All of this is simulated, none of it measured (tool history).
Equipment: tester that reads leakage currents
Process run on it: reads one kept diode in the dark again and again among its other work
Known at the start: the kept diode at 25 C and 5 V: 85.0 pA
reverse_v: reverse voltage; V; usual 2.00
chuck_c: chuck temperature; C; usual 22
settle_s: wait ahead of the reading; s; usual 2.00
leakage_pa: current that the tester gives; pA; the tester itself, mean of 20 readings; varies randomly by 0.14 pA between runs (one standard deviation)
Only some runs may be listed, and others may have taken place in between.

Run 1, hour 0.0: usual settings. Result: leakage_pa 38.61 pA.
Run 2, hour 75.6: usual settings. Result: leakage_pa 38.54 pA.
Run 3, hour 175.6: usual settings but reverse_v 6.71 V. Result: leakage_pa 64.01 pA.
Run 4, hour 224.6: usual settings. Result: leakage_pa 38.07 pA.
Run 5, hour 312.5: usual settings. Result: leakage_pa 37.92 pA.
Run 6, hour 370.5: usual settings. Result: leakage_pa 37.65 pA.
Run 7, hour 430.7: usual settings. Result: leakage_pa 37.53 pA.
Run 8, hour 527.2: usual settings. Result: leakage_pa 37.53 pA.
Run 9, hour 612.9: usual settings. Result: leakage_pa 37.19 pA.
Run 10, hour 674.3: usual settings. Result: leakage_pa 36.62 pA.
Run 11, hour 742.0: usual settings but reverse_v 10.79 V. Result: leakage_pa 76.08 pA.
Run 12, hour 824.4: usual settings but reverse_v 1.15 V. Result: leakage_pa 28.93 pA.
Run 13, hour 879.4: usual settings but reverse_v 1.15 V. Result: leakage_pa 28.97 pA.
Run 14, hour 939.5: usual settings but reverse_v 1.15 V, chuck_c 23 C. Result: leakage_pa 31.30 pA.
Run 15, hour 995.3: usual settings but reverse_v 1.15 V, chuck_c 23 C. Result: leakage_pa 31.53 pA.
Run 16, hour 1048.4: usual settings but settle_s 1.26 s. Result: leakage_pa 36.29 pA.
Run 17, hour 1150.3: usual settings but settle_s 1.02 s. Result: leakage_pa 36.06 pA.
Run 18, hour 1203.1: usual settings. Result: leakage_pa 35.88 pA.
Run 19, hour 1301.9: usual settings but chuck_c 50 C. Result: leakage_pa 378.69 pA.
At hour 1365.9: chuck's temperature calibrated.
Run 20, hour 1382.9: usual settings. Result: leakage_pa 43.89 pA.
Run 21, hour 1467.7: usual settings but chuck_c 54 C. Result: leakage_pa 605.42 pA.
Run 22, hour 1562.2: usual settings but chuck_c 20 C, settle_s 1.03 s. Result: leakage_pa 36.16 pA.
At hour 1574.1: probe card cleaned and baked.
Run 23, hour 1633.0: usual settings but chuck_c 31 C, settle_s 0.34 s. Result: leakage_pa 95.93 pA.
Run 24, hour 1677.2: usual settings but reverse_v 18.24 V, chuck_c 43 C, settle_s 1.80 s. Result: leakage_pa 650.59 pA.
At hour 1693.1: tester calibrated.
Run 25, hour 1766.3: usual settings but reverse_v 6.19 V, settle_s 1.21 s. Result: leakage_pa 71.69 pA.
At hour 1836.4: probe card cleaned and baked, once more.
Run 26, hour 1865.5: usual settings but reverse_v 2.33 V, settle_s 0.53 s. Result: leakage_pa 46.14 pA.

The next listed run, before its measurement:
Run 27, hour 1913.0: usual settings but reverse_v 16.00 V, chuck_c 43 C. Result: leakage_pa ?.

{"run 27": {"leakage_pa": 613.32}}
Minus the tool's unlogged condition, the same run would have read leakage_pa 634.25 pA.
